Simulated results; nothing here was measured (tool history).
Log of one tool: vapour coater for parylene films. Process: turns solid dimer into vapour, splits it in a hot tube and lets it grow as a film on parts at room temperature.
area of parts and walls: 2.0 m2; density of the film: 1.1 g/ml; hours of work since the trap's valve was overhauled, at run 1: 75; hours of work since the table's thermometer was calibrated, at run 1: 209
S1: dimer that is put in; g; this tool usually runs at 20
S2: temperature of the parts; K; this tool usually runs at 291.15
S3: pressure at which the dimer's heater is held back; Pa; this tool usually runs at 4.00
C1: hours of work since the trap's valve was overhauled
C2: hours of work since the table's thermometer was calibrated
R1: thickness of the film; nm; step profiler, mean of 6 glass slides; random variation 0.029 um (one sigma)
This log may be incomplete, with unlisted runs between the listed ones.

Run 1, hour 0.0: usual settings; C1 75; C2 209. Result: R1 6930 nm.
Run 2, hour 30.6: usual settings but S1 14 g; C1 100; C2 235. Result: R1 4880 nm.
Run 3, hour 54.9: usual settings but S1 14 g; C1 121; C2 255. Result: R1 4880 nm.
Run 4, hour 73.4: usual settings but S1 21 g; C1 136; C2 271. Result: R1 7300 nm.
Run 5, hour 97.1: usual settings but S1 21 g; C1 156; C2 290. Result: R1 7280 nm.
Run 6, hour 117.0: usual settings but S1 21 g; C1 173; C2 307. Result: R1 7270 nm.
Run 7, hour 136.3: usual settings but S1 21 g; C1 189; C2 323. Result: R1 7270 nm.
Run 8, hour 158.4: usual settings but S1 21 g; C1 207; C2 342. Result: R1 7260 nm.
Run 9, hour 182.0: usual settings but S1 21 g; C1 227; C2 361. Result: R1 7300 nm.
Run 10, hour 199.4: usual settings but S1 29 g; C1 241; C2 376. Result: R1 10080 nm.
Run 11, hour 218.6: usual settings but S1 29 g; C1 257; C2 392. Result: R1 10100 nm.
Run 12, hour 237.2: usual settings but S1 29 g; C1 273; C2 407. Result: R1 9980 nm.
At hour 250.0: trap's valve overhauled.
Run 13, hour 257.4: usual settings but S1 21 g; C1 6; C2 421. Result: R1 7290 nm.
Run 14, hour 281.5: usual settings but S3 5.86 Pa; C1 26; C2 441. Result: R1 6720 nm.
Run 15, hour 307.1: usual settings; C1 48; C2 462. Result: R1 6930 nm.
Run 16, hour 338.2: usual settings; C1 74; C2 488. Result: R1 6940 nm.
Run 17, hour 351.6: usual settings but S3 7.81 Pa; C1 85; C2 499. Result: R1 6560 nm.
Run 18, hour 375.0: usual settings but S3 7.81 Pa; C1 104; C2 519. Result: R1 6590 nm.
Run 19, hour 407.6: usual settings but S3 7.81 Pa; C1 132; C2 546. Result: R1 6570 nm.
Run 20, hour 438.8: usual settings but S3 7.81 Pa; C1 158; C2 572. Result: R1 6590 nm.
Run 21, hour 462.0: usual settings but S1 13 g, S2 294.15 K; C1 177; C2 592. Result: R1 3950 nm.
Run 22, hour 489.5: usual settings but S1 13 g, S2 294.15 K; C1 200; C2 615. Result: R1 3970 nm.
Run 23, hour 507.5: usual settings but S1 13 g, S2 294.15 K; C1 215; C2 630. Result: R1 3960 nm.
Run 24, hour 533.0: usual settings but S1 13 g, S2 289.15 K, S3 2.26 Pa; C1 236; C2 651. Result: R1 5150 nm.
Run 25, hour 562.4: usual settings but S1 14 g, S3 9.63 Pa; C1 261; C2 675. Result: R1 4510 nm.
At hour 591.5: trap's valve overhauled.
Run 26, hour 598.2: usual settings but S1 22 g, S2 296.15 K, S3 2.90 Pa; C1 6; C2 702. Result: R1 6460 nm.
Run 27, hour 625.5: usual settings but S1 22 g, S2 296.15 K, S3 2.90 Pa; C1 28; C2 725. Result: R1 6400 nm.

What will run 28 give?
Run 28, hour 650.2: usual settings but S1 22 g, S2 296.15 K, S3 2.90 Pa; C1 49; C2 745. Result: R1 ?.

R1: 6390 nm
Take away the tool's hidden state, keep the run-to-run variation as it was, and the same run would have given R1 6390 nm.
